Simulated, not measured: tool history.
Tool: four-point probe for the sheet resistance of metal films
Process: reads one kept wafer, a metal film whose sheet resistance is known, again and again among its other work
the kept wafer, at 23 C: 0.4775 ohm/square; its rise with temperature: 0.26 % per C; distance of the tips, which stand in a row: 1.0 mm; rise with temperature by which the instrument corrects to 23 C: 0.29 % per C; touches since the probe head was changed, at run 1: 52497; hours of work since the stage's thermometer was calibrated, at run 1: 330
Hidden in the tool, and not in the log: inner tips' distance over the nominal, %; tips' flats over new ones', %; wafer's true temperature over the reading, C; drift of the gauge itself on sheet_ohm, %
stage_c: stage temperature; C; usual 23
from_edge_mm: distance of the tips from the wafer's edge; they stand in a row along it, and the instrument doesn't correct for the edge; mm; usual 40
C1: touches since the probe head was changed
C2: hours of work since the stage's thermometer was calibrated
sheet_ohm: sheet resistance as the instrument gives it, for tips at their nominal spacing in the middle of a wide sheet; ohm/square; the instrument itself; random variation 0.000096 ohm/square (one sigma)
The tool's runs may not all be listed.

{"run": 1, "hour": 0.0, "stage_c": 23, "from_edge_mm": 40, "C1": 52497, "C2": 330, "sheet_ohm": 0.476794}
{"run": 2, "hour": 49.8, "stage_c": 23, "from_edge_mm": 7, "C1": 54095, "C2": 368, "sheet_ohm": 0.481889}
{"run": 3, "hour": 88.1, "stage_c": 23, "from_edge_mm": 18, "C1": 55325, "C2": 397, "sheet_ohm": 0.477432}
{"run": 4, "hour": 116.8, "stage_c": 23, "from_edge_mm": 18, "C1": 56246, "C2": 419, "sheet_ohm": 0.47753}
{"hour": 120.4, "done": "stage's thermometer calibrated"}
{"run": 5, "hour": 140.2, "stage_c": 23, "from_edge_mm": 18, "C1": 56981, "C2": 15, "sheet_ohm": 0.477353}
{"run": 6, "hour": 170.3, "stage_c": 23, "from_edge_mm": 18, "C1": 57946, "C2": 38, "sheet_ohm": 0.477279}
{"run": 7, "hour": 216.8, "stage_c": 23, "from_edge_mm": 18, "C1": 59439, "C2": 74, "sheet_ohm": 0.477265}
{"run": 8, "hour": 270.1, "stage_c": 23, "from_edge_mm": 18, "C1": 61150, "C2": 114, "sheet_ohm": 0.477302}
{"run": 9, "hour": 311.4, "stage_c": 22, "from_edge_mm": 71, "C1": 62474, "C2": 146, "sheet_ohm": 0.476728}
{"run": 10, "hour": 343.5, "stage_c": 23, "from_edge_mm": 48, "C1": 63506, "C2": 171, "sheet_ohm": 0.476526}

Hidden state or all else? Some run-to-run changes of sheet_ohm, split into what the settings, what came in and random variation would give without the hidden state, and what is left for the hidden state (with any gauge scatter that isn't in both results):
Run 1 -> 2: from_edge_mm 40 -> 7. sheet_ohm +0.005095 ohm/square: hidden state -0.000061, all else +0.005156.

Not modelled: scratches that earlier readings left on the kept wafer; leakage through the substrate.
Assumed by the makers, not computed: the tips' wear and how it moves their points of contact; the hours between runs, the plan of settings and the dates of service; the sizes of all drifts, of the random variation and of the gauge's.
